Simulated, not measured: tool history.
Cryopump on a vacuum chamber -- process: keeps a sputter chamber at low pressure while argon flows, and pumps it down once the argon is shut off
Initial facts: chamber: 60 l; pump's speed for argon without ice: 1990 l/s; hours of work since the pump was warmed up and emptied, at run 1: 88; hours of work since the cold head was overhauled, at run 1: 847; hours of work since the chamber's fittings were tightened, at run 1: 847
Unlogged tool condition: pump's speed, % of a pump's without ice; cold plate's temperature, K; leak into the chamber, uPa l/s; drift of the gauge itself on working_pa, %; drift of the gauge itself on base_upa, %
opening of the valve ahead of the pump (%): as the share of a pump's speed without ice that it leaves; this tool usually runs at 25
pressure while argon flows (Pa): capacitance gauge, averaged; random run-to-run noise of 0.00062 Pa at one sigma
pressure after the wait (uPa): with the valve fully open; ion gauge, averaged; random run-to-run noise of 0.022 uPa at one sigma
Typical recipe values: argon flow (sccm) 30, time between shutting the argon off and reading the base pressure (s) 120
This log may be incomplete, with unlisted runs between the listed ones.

| run | day | argon flow (sccm) | time between shutting the argon off and reading the base pressure (s) | opening of the valve ahead of the pump (%) | hours of work since the pump was warmed up and emptied | hours of work since the cold head was overhauled | hours of work since the chamber's fittings were tightened | pressure while argon flows (Pa) | pressure after the wait (uPa) |
|---|---|---|---|---|---|---|---|---|---|
| 1 | 0 | 30 | 120 | 25 | 88 | 847 | 847 | 0.1028 | 0.92 |
| 2 | 1.979 | 30 | 49 | 25 | 111 | 869 | 869 | 0.1041 | 1.57 |
| 3 | 3.833 | 30 | 120 | 22 | 132 | 890 | 890 | 0.117 | 0.9 |
| 4 | 5.975 | 30 | 120 | 22 | 156 | 915 | 915 | 0.1162 | 0.91 |
| 5 | 7.508 | 30 | 120 | 25 | 174 | 932 | 932 | 0.1032 | 0.93 |
| 6 | 9.275 | 30 | 120 | 25 | 194 | 952 | 952 | 0.1036 | 0.95 |
| 7 | 11.012 | 30 | 120 | 25 | 214 | 972 | 972 | 0.1034 | 1 |
| 8 | 13.942 | 30 | 94 | 25 | 247 | 1005 | 1005 | 0.1039 | 1.06 |
| 9 | 15.9 | 17 | 34 | 22 | 269 | 1028 | 1028 | 0.0665 | 2.14 |
| 10 | 17.625 | 17 | 34 | 22 | 289 | 1047 | 1047 | 0.0673 | 2.1 |
| 11 | 19.042 | 14 | 50 | 22 | 305 | 1063 | 1063 | 0.055 | 1.67 |

What will run 12 give?
| 12 | 20.979 | 19 | 297 | 38 | 327 | 1086 | 1086 | ? | ? |

Run 12 gave pressure while argon flows (Pa) 0.0444, pressure after the wait (uPa) 0.78.
The same run, on a tool lacking any hidden state, would have yielded pressure while argon flows (Pa) 0.0429, pressure after the wait (uPa) 0.39.
